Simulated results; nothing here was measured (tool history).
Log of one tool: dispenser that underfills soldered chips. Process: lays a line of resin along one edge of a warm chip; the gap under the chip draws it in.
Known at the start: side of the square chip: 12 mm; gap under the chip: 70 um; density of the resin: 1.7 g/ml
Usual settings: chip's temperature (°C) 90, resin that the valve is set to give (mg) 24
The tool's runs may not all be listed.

run	hour	chip's temperature (°C)	resin that the valve is set to give (mg)	time until the resin shows at the far edge (s)	resin that the valve gave (mg)
1	0	90	24	225.7	22.4
# hour 3.2: new syringe of resin
2	7.2	90	24	159	22.33
3	12.2	90	24	209.8	21.97
# hour 17: new syringe of resin
4	17.3	90	24	131.2	22.09
5	23.1	90	24	181	22.03
6	27.5	90	24	223.1	21.8
# hour 31.2: new syringe of resin
7	34.2	90	29.8	146.5	27.18
8	39.2	90	29.8	189.5	27.02
# hour 45.1: new syringe of resin
9	49.1	90	24	155.7	21.7
10	54.3	85	24	253.9	21.52
# hour 58.8: new syringe of resin
11	61.2	90	24	144.8	21.63
# hour 69.5: dispensing valve cleaned and set on the balance
12	71.1	90	24	224.1	24.1
# hour 74: new syringe of resin
13	81.2	90	24	185.9	23.81
# hour 87.7: new syringe of resin
14	89.6	90	24	135.2	23.63
15	95.6	85	24	224.8	23.36
# hour 101.7: new syringe of resin
16	101.9	85	24	151.8	23.63
17	107	105	30.2	91.4	29.42
18	111.6	93	24	186.6	23.22
# hour 115.4: new syringe of resin
19	116.9	93	24	120.1	23.22
20	126.7	93	25.9	199.7	25.1
# hour 129.3: new syringe of resin
21	132.9	87	27.2	163.9	26.37
22	139.1	87	27.2	225.7	26.12
# hour 143.6: new syringe of resin
23	147.4	102	31.1	95.6	29.63
24	153.2	89	21.5	225	20.53
# hour 157.2: new syringe of resin
25	161	103	25.3	92.8	24.02
26	166.2	103	25.3	122.8	23.82
# hour 170.7: new syringe of resin
27	174.7	79	30.9	229.1	28.9
28	181.8	79	26.1	342.5	24.37

3 ways to go on from here, each from the tool as it stands after run 28. What would each give?
# hour 184.8: new syringe of resin
A	188.6	92	30.1	?	?
# hour 184.8: new syringe of resin
B	188.6	75	26.1	?	?
# hour 184.8: new syringe of resin
C	188.6	83	28.7	?	?

run	time until the resin shows at the far edge (s)	resin that the valve gave (mg)
A	135.3	28.08
B	274.4	24.3
C	196.7	26.84
Without the tool's hidden state the same runs would have given:
run	time until the resin shows at the far edge (s)	resin that the valve gave (mg)
A	112.1	30.18
B	226.5	26.11
C	163	28.84
